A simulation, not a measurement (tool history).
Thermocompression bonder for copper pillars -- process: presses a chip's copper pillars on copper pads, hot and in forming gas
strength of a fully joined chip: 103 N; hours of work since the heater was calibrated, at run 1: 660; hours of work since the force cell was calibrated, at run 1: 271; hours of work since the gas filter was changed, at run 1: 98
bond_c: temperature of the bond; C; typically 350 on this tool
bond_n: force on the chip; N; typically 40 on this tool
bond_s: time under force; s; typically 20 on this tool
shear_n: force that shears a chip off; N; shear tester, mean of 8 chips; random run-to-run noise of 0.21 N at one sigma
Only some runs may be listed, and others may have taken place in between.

run	day	bond_c	bond_n	bond_s	hours of work since the heater was calibrated	hours of work since the force cell was calibrated	hours of work since the gas filter was changed	shear_n
1	0	350	40	20	660	271	98	74.5
# day 0.229: heater calibrated with a thermocouple chip
2	0.512	343	40	20	4	278	105	72.4
3	0.842	343	40	20	9	283	110	72.6
4	1.204	350	40	20	15	288	115	75
5	1.688	350	40	20	22	296	123	75.1
6	2.017	350	40	20	27	301	128	74.9
7	2.542	350	40	20	35	309	136	75
8	2.933	350	40	20	41	315	141	74.9
9	3.221	350	40	20	45	319	146	74.8
10	3.504	350	40	20	50	323	150	75.1
11	3.983	350	40	20	57	330	157	74.7
12	4.396	350	40	20	63	337	164	75.2
13	4.642	350	40	20	67	340	167	74.7
14	4.862	350	40	20	70	344	171	75.3
15	5.338	350	40	20	78	351	178	74.9
16	5.738	336	52	20	84	357	184	80.5
17	5.983	336	52	20	87	361	188	80.7
18	6.479	336	52	20	95	368	195	80.3
19	6.746	338	40	16	99	372	199	66.2
20	7.004	352	55	16	103	376	203	84.5
21	7.3	323	55	33	107	381	208	86.4
22	7.808	323	55	33	115	389	215	86.6
23	8.083	350	44	20	119	393	220	78.9
24	8.529	351	44	47	126	399	226	92.1
25	8.992	351	44	14	133	406	233	73.1
26	9.404	328	39	52	139	413	240	82.1
27	9.692	328	39	52	144	417	244	82.2

What if the next run were any one of these 5? Each begins from the tool's condition after run 27:
A	9.975	339	35	52	148	421	248	?
B	9.975	328	39	22	148	421	248	?
C	9.975	328	33	27	148	421	248	?
D	9.975	354	46	52	148	421	248	?
E	9.975	328	28	52	148	421	248	?

run	shear_n
A	82.3
B	66.9
C	63.2
D	94.9
E	68.3
Stripped of hidden state, with their random variation kept, the same runs would have yielded:
run	shear_n
A	82.3
B	67
C	63.2
D	95
E	68.4
